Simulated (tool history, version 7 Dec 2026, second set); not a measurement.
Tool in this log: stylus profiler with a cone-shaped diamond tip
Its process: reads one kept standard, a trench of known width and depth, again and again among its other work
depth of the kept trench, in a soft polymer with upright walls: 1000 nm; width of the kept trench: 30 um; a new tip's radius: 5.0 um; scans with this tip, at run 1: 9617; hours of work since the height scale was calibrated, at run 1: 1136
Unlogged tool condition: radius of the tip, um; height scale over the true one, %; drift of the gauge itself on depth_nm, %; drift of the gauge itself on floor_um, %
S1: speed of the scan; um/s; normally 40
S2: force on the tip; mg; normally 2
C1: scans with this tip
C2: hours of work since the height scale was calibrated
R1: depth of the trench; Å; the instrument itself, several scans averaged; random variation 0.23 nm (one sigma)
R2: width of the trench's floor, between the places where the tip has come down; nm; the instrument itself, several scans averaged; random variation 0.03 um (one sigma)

run 1 day=0 | S1=40 S2=2 | C1=9617 C2=1136 | R1=10174.9 R2=22470
run 2 day=3.062 | S1=40 S2=2 | C1=10064 C2=1189 | R1=10175.3 R2=22380
run 3 day=6.196 | S1=40 S2=2 | C1=10521 C2=1243 | R1=10177.5 R2=22290
run 4 day=10.054 | S1=40 S2=1.11 | C1=11084 C2=1309 | R1=10136.3 R2=22160
run 5 day=14.85 | S1=40 S2=1.11 | C1=11783 C2=1392 | R1=10139.4 R2=22050
run 6 day=19.354 | S1=40 S2=1.11 | C1=12440 C2=1470 | R1=10138.7 R2=21990
run 7 day=22.362 | S1=22 S2=2 | C1=12878 C2=1522 | R1=10188.7 R2=22120
run 8 day=24.825 | S1=40 S2=2 | C1=13238 C2=1564 | R1=10190.6 R2=21940
run 9 day=27.942 | S1=40 S2=2 | C1=13692 C2=1618 | R1=10187.9 R2=21960
run 10 day=31.4 | S1=40 S2=2 | C1=14197 C2=1677 | R1=10191 R2=21860
run 11 day=35.729 | S1=40 S2=2 | C1=14828 C2=1752 | R1=10196.6 R2=21750
run 12 day=39.671 | S1=12 S2=2 | C1=15403 C2=1820 | R1=10204.4 R2=21920
run 13 day=44.629 | S1=12 S2=2 | C1=16126 C2=1905 | R1=10201.2 R2=21770
run 14 day=47.967 | S1=12 S2=2 | C1=16613 C2=1963 | R1=10203.4 R2=21720
run 15 day=50.638 | S1=40 S2=2 | C1=17002 C2=2009 | R1=10204.1 R2=21580
run 16 day=53.833 | S1=40 S2=2 | C1=17468 C2=2064 | R1=10206.5 R2=21420
run 17 day=58.762 | S1=40 S2=2.07 | C1=18187 C2=2149 | R1=10212.3 R2=21390
run 18 day=61.983 | S1=40 S2=2.07 | C1=18657 C2=2204 | R1=10217.3 R2=21320
-- day=63.067 height scale calibrated on a step standard
run 19 day=64.25 | S1=40 S2=2.07 | C1=18985 C2=20 | R1=10244.3 R2=21380
run 20 day=67.617 | S1=49 S2=2.07 | C1=19476 C2=78 | R1=10250.1 R2=21200
run 21 day=72.312 | S1=49 S2=2.07 | C1=20160 C2=159 | R1=10251 R2=21150
run 22 day=76.875 | S1=40 S2=2 | C1=20826 C2=238 | R1=10249.6 R2=21120
run 23 day=81.079 | S1=129 S2=2 | C1=21439 C2=310 | R1=10253.3 R2=20500
run 24 day=83.904 | S1=27 S2=3.35 | C1=21851 C2=359 | R1=10312.2 R2=21170
run 25 day=88.254 | S1=30 S2=0.99 | C1=22486 C2=434 | R1=10206.6 R2=20870
-- day=89.746 height scale calibrated on a step standard, once more
run 26 day=90.567 | S1=39 S2=2 | C1=22820 C2=14 | R1=10144 R2=20920
run 27 day=94.829 | S1=39 S2=2.56 | C1=23441 C2=88 | R1=10169 R2=20840
run 28 day=98.921 | S1=39 S2=0.82 | C1=24038 C2=158 | R1=10086.1 R2=20630
run 29 day=103.45 | S1=86 S2=0.82 | C1=24699 C2=236 | R1=10086.3 R2=20130
run 30 day=105.888 | S1=109 S2=2.04 | C1=25054 C2=278 | R1=10152.4 R2=20310
run 31 day=110.629 | S1=79 S2=1.54 | C1=25746 C2=360 | R1=10126.4 R2=20280
run 32 day=114.417 | S1=79 S2=1.54 | C1=26299 C2=425 | R1=10135.1 R2=20250
run 33 day=116.592 | S1=55 S2=2 | C1=26616 C2=463 | R1=10150.2 R2=20380
run 34 day=119.833 | S1=32 S2=0.69 | C1=27088 C2=518 | R1=10089.1 R2=20400
run 35 day=124.329 | S1=32 S2=0.69 | C1=27744 C2=596 | R1=10094.2 R2=20330
run 36 day=128.088 | S1=18 S2=4.53 | C1=28292 C2=661 | R1=10260.1 R2=20480
run 37 day=132.929 | S1=54 S2=2.15 | C1=28998 C2=744 | R1=10176.4 R2=20140
run 38 day=136.071 | S1=14 S2=1.15 | C1=29457 C2=798 | R1=10127.1 R2=20300
run 39 day=138.575 | S1=26 S2=1.94 | C1=29822 C2=841 | R1=10166.1 R2=20270
run 40 day=140.858 | S1=78 S2=5.53 | C1=30155 C2=881 | R1=10305.7 R2=20120
run 41 day=145.183 | S1=78 S2=5.53 | C1=30786 C2=955 | R1=10310.1 R2=19980
run 42 day=147.908 | S1=111 S2=1.48 | C1=31183 C2=1002 | R1=10150.5 R2=19510
run 43 day=152.458 | S1=65 S2=1.48 | C1=31847 C2=1081 | R1=10153.8 R2=19760
run 44 day=156.621 | S1=132 S2=2 | C1=32454 C2=1152 | R1=10186.3 R2=19350
run 45 day=160.112 | S1=15 S2=4.46 | C1=32963 C2=1212 | R1=10284.6 R2=20010

Predict each of these 5 candidate next runs independently; none follows another, all start after run 45:
run A day=163.525 | S1=121 S2=1.13 | C1=33461 C2=1271 | R1=? R2=?
run B day=163.525 | S1=13 S2=0.92 | C1=33461 C2=1271 | R1=? R2=?
run C day=163.525 | S1=55 S2=4.46 | C1=33461 C2=1271 | R1=? R2=?
run D day=163.525 | S1=120 S2=2 | C1=33461 C2=1271 | R1=? R2=?
run E day=163.525 | S1=85 S2=0.79 | C1=33461 C2=1271 | R1=? R2=?

run=A R1=10141 R2=19070
run=B R1=10130.5 R2=20000
run=C R1=10287.5 R2=19880
run=D R1=10187.3 R2=19360
run=E R1=10121.1 R2=19260
Take away the tool's hidden state, keep each run's random variation, and the runs would have read:
run=A R1=10092.2 R2=22980
run=B R1=10081.7 R2=23910
run=C R1=10238 R2=23790
run=D R1=10138.3 R2=23270
run=E R1=10072.4 R2=23170

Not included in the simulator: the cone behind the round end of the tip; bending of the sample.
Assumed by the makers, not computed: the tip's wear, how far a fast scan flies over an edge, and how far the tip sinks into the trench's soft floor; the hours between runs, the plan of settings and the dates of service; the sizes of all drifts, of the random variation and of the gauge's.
